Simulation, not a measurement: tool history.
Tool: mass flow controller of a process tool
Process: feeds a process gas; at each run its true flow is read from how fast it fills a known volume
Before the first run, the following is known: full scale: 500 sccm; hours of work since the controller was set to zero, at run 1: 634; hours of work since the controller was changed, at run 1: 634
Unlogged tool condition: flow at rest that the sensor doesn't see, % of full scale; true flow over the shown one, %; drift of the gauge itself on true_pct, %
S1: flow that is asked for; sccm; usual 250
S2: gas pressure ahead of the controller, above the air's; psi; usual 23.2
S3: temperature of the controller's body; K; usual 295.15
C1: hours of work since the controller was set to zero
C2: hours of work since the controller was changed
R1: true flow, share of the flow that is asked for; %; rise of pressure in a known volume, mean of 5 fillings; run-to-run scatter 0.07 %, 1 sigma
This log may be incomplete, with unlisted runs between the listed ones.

run,day,S1,S2,S3,C1,C2,R1
1,0,250,23.2,295.15,634,634,98.51
2,2.567,250,23.2,295.15,681,681,98.53
3,4.842,250,23.2,295.15,723,723,98.63
4,8.517,250,23.2,295.15,791,791,98.46
5,10.588,250,23.2,295.15,829,829,98.42
6,13.488,250,23.2,295.15,882,882,98.46
7,17.771,250,23.2,295.15,961,961,98.42
8,22.046,250,30.9,295.15,1039,1039,98.48
9,23.829,250,30.9,295.15,1072,1072,98.42
10,25.608,250,30.9,295.15,1105,1105,98.55
11,28.008,250,23.2,296.15,1149,1149,98.44
12,30.733,162,23.2,295.15,1199,1199,97.73
13,33.454,250,23.2,295.15,1249,1249,98.42
14,35.862,460,28.4,295.15,1293,1293,99.03
15,40.271,56,34.2,297.15,1374,1374,96.21
16,42.133,56,34.2,297.15,1408,1408,96.12
17,44.967,56,25.2,297.15,1460,1460,95.99
18,47.875,56,25.2,297.15,1514,1514,95.76
19,50.279,56,23.2,293.15,1558,1558,95.45
20,52.933,56,40,295.15,1607,1607,95.58
21,56.5,452,24.9,301.15,1672,1672,99.15
22,58.479,452,24.9,297.15,1709,1709,98.84
23,61.242,82,25.7,294.15,1759,1759,96.07
24,63.871,67,25.7,295.15,1808,1808,95.64
25,66.733,67,25.7,295.15,1860,1860,95.47
26,69.662,70,21.5,306.15,1914,1914,96.17

Here are 3 independent what-if runs from the current tool condition. What would each one return?
A,72.083,246,21.5,313.15,1959,1959,?
B,72.083,85,23.2,300.15,1959,1959,?
C,72.083,234,21.3,298.15,1959,1959,?

run,R1
A,99.09
B,96.52
C,97.94
Take away the tool's hidden state, keep each run's random variation, and the runs would have read:
run,R1
A,100.41
B,99.27
C,99.29
